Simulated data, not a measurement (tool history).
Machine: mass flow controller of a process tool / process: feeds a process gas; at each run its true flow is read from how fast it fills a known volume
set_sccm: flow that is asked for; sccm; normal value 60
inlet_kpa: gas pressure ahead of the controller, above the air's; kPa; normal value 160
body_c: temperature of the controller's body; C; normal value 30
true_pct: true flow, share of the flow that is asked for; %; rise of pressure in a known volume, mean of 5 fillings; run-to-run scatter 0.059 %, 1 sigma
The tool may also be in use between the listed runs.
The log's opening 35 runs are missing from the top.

run,hour,set_sccm,inlet_kpa,body_c,hours of work since the controller was set to zero,hours of work since the controller was changed,true_pct
36,12746.3,122,191,25,1701,1701,99.51
37,13033.1,90,184,23,1795,1795,99.65
38,13466.3,90,184,23,1938,1938,99.61
39,13885.2,50,244,31,2075,2075,98.47
40,14171.2,60,141,29,2169,2169,98.86
41,14510.2,78,228,35,2280,2280,98.24
42,14932.2,54,160,30,2419,2419,98.73
43,15238.8,51,160,25,2519,2519,99.15
44,15588.7,28,150,38,2634,2634,97.6
45,16048.1,28,150,38,2785,2785,97.79
46,16370.4,90,220,21,2891,2891,99.76
47,16721.2,83,160,24,3006,3006,99.39

Forecast each of these 5 alternatives for the next run:
A,17088.8,58,174,29,3126,3126,?
B,17088.8,92,264,39,3126,3126,?
C,17088.8,115,166,30,3126,3126,?
D,17088.8,60,160,33,3126,3126,?
E,17088.8,29,160,24,3126,3126,?

run,true_pct
A,98.76
B,97.92
C,98.99
D,98.28
E,99.06
Take away the tool's hidden state, keep each run's random variation, and the runs would have read:
run,true_pct
A,98.76
B,97.92
C,99
D,98.28
E,99.05

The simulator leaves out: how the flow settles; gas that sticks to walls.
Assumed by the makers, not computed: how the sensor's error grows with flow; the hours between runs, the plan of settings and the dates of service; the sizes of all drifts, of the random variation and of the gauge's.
